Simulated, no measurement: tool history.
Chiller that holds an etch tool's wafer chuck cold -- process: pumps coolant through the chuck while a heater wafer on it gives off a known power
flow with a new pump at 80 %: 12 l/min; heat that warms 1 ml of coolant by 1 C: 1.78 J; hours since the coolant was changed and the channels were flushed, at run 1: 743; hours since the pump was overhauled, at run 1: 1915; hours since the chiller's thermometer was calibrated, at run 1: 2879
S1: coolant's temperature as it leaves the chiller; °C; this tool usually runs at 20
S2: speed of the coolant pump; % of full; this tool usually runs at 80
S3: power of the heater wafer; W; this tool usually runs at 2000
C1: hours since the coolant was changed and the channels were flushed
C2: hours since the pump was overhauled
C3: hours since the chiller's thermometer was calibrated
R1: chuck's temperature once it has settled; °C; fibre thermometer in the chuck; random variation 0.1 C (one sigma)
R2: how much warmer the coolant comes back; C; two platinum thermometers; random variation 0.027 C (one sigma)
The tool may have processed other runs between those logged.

run 1 hour=0.0 | S1=20 S2=80 S3=2000 | C1=743 C2=1915 C3=2879 | R1=40.5 R2=5.66
run 2 hour=58.7 | S1=14 S2=80 S3=2000 | C1=802 C2=1974 C3=2938 | R1=34.3 R2=5.62
run 3 hour=104.6 | S1=14 S2=80 S3=2000 | C1=848 C2=2019 C3=2984 | R1=34.4 R2=5.61
run 4 hour=191.7 | S1=14 S2=80 S3=2000 | C1=935 C2=2107 C3=3071 | R1=34.6 R2=5.56
run 5 hour=268.1 | S1=14 S2=80 S3=2000 | C1=1011 C2=2183 C3=3148 | R1=34.5 R2=5.63
run 6 hour=330.4 | S1=14 S2=80 S3=2000 | C1=1074 C2=2245 C3=3210 | R1=34.5 R2=5.62
run 7 hour=376.3 | S1=14 S2=80 S3=2000 | C1=1119 C2=2291 C3=3256 | R1=34.3 R2=5.57
-- hour=396.1 chiller's thermometer calibrated
run 8 hour=420.0 | S1=14 S2=80 S3=2000 | C1=1162 C2=2334 C3=24 | R1=34.5 R2=5.58
run 9 hour=468.5 | S1=14 S2=71 S3=2000 | C1=1211 C2=2382 C3=72 | R1=36.3 R2=6.29
run 10 hour=551.8 | S1=20 S2=82 S3=2000 | C1=1294 C2=2466 C3=156 | R1=40.1 R2=5.42
run 11 hour=614.8 | S1=20 S2=82 S3=2000 | C1=1357 C2=2529 C3=219 | R1=40.1 R2=5.39
run 12 hour=682.8 | S1=20 S2=82 S3=2000 | C1=1425 C2=2597 C3=287 | R1=40.1 R2=5.45
run 13 hour=769.2 | S1=20 S2=82 S3=2000 | C1=1511 C2=2683 C3=373 | R1=40.3 R2=5.41
run 14 hour=821.4 | S1=20 S2=80 S3=2000 | C1=1564 C2=2735 C3=425 | R1=40.5 R2=5.53
run 15 hour=878.1 | S1=20 S2=80 S3=2000 | C1=1620 C2=2792 C3=482 | R1=40.5 R2=5.56
run 16 hour=929.9 | S1=26 S2=80 S3=2000 | C1=1672 C2=2844 C3=534 | R1=46.6 R2=5.45
run 17 hour=974.9 | S1=16 S2=81 S3=1426 | C1=1717 C2=2889 C3=579 | R1=30.5 R2=3.84
run 18 hour=1024.2 | S1=27 S2=85 S3=1336 | C1=1766 C2=2938 C3=628 | R1=40.2 R2=3.39
run 19 hour=1085.6 | S1=27 S2=85 S3=2230 | C1=1828 C2=2999 C3=689 | R1=49.0 R2=5.76
run 20 hour=1140.2 | S1=20 S2=100 S3=1620 | C1=1882 C2=3054 C3=744 | R1=34.6 R2=3.51
run 21 hour=1190.2 | S1=21 S2=79 S3=1176 | C1=1932 C2=3104 C3=794 | R1=33.2 R2=3.19
run 22 hour=1237.6 | S1=21 S2=79 S3=1176 | C1=1980 C2=3151 C3=841 | R1=33.1 R2=3.18
run 23 hour=1275.5 | S1=13 S2=68 S3=1110 | C1=2018 C2=3189 C3=879 | R1=25.7 R2=3.51
run 24 hour=1352.0 | S1=14 S2=70 S3=2578 | C1=2094 C2=3266 C3=956 | R1=43.0 R2=8.07
run 25 hour=1439.8 | S1=14 S2=70 S3=2578 | C1=2182 C2=3354 C3=1044 | R1=42.8 R2=8.07
run 26 hour=1498.0 | S1=18 S2=62 S3=1394 | C1=2240 C2=3412 C3=1102 | R1=35.0 R2=4.93
run 27 hour=1586.5 | S1=27 S2=67 S3=1716 | C1=2329 C2=3500 C3=1190 | R1=46.8 R2=5.62
run 28 hour=1642.9 | S1=21 S2=64 S3=1152 | C1=2385 C2=3557 C3=1247 | R1=34.5 R2=3.85
run 29 hour=1722.0 | S1=21 S2=64 S3=1152 | C1=2464 C2=3636 C3=1326 | R1=34.7 R2=3.81
run 30 hour=1791.2 | S1=20 S2=80 S3=2337 | C1=2533 C2=3705 C3=1395 | R1=43.9 R2=6.30
-- hour=1798.3 gauge calibrated
run 31 hour=1863.4 | S1=20 S2=80 S3=1077 | C1=2606 C2=3777 C3=1467 | R1=31.0 R2=3.02
run 32 hour=1928.3 | S1=20 S2=80 S3=1077 | C1=2670 C2=3842 C3=1532 | R1=30.8 R2=3.03

Predict each of these 3 candidate next runs independently; none follows another, all start after run 32:
run A hour=2008.7 | S1=11 S2=64 S3=1942 | C1=2751 C2=3923 C3=1613 | R1=? R2=?
run B hour=2008.7 | S1=20 S2=61 S3=2000 | C1=2751 C2=3923 C3=1613 | R1=? R2=?
run C hour=2008.7 | S1=11 S2=68 S3=1077 | C1=2751 C2=3923 C3=1613 | R1=? R2=?

run=A R1=34.2 R2=6.83
run=B R1=44.6 R2=7.33
run=C R1=23.3 R2=3.54
Stripped of hidden state, with their random variation kept, the same runs would have yielded:
run=A R1=34.2 R2=6.85
run=B R1=44.6 R2=7.35
run=C R1=23.3 R2=3.56

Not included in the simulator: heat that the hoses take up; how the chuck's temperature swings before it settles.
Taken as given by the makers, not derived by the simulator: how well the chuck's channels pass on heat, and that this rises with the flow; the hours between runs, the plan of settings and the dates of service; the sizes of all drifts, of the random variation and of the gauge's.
